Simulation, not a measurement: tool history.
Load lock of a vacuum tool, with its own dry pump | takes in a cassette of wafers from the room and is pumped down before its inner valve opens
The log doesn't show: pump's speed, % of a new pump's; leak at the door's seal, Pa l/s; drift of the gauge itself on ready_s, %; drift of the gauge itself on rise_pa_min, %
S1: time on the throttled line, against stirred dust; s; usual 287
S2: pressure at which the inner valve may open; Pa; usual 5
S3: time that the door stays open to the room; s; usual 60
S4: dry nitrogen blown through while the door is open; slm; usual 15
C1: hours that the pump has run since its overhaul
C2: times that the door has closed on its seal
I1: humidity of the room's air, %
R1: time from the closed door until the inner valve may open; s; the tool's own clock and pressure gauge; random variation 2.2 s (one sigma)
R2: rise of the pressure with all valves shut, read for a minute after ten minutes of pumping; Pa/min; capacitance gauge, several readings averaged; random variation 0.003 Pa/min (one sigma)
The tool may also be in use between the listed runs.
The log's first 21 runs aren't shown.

run     hour   S1  S2   S3  S4    C1     C2    I1     R1     R2
     10654.4  -- dry pump taken out, an overhauled one fitted
 22  10664.5  479   9   25  19    10  53272  47.3  564.1  0.187
 23  11137.2  479   9   25  19   483  54383  43.7  560.4  0.190
     11251.9  -- door's seal changed, seat wiped
 24  11532.7  276   9   25  19   877    660  41.8  381.3  0.012
 25  11930.4  287   8   60  40  1274   1594  46.7  392.7  0.013
 26  12467.8  370   5   60  15  1812   2858  42.0  474.1  0.022
 27  13071.6  469   6  114  11  2416   4276  44.4  556.1  0.040
 28  13755.4  287   4   91  12  3099   5883  45.7  406.7  0.043
 29  14351.9  297   9  208  28  3696   7285  44.4  402.3  0.038
 30  14954.0  297   9   35  13  4298   8700  44.4  400.7  0.027
 31  15403.9  269   5  165  15  4748   9757  46.1  386.6  0.056
 32  15782.9  269   5  165  15  5127  10648  45.8  383.0  0.054
 33  16308.2  287   5  123  17  5652  11883  48.5  405.3  0.045
 34  16998.5  436   4   46  28  6343  13505  46.9  539.1  0.032
 35  17373.4  436   5   46  13  6717  14386  46.5  541.4  0.045
 36  17765.9  436   5   46  11  7110  15308  42.0  535.0  0.047

3 ways to go on from here, each from the tool as it stands after run 36. What would each give?
  A  18226.4  287   5  116  16  7571  16391  47.2   ?   ?
  B  18226.4  322   5   88  11  7571  16391  44.8   ?   ?
  C  18226.4  467   9   46  28  7571  16391  45.5   ?   ?

run     R1     R2
  A  405.7  0.064
  B  437.3  0.062
  C  551.8  0.044
Without the tool's hidden state the same runs would have given:
run     R1     R2
  A  398.4  0.038
  B  430.3  0.036
  C  546.2  0.018

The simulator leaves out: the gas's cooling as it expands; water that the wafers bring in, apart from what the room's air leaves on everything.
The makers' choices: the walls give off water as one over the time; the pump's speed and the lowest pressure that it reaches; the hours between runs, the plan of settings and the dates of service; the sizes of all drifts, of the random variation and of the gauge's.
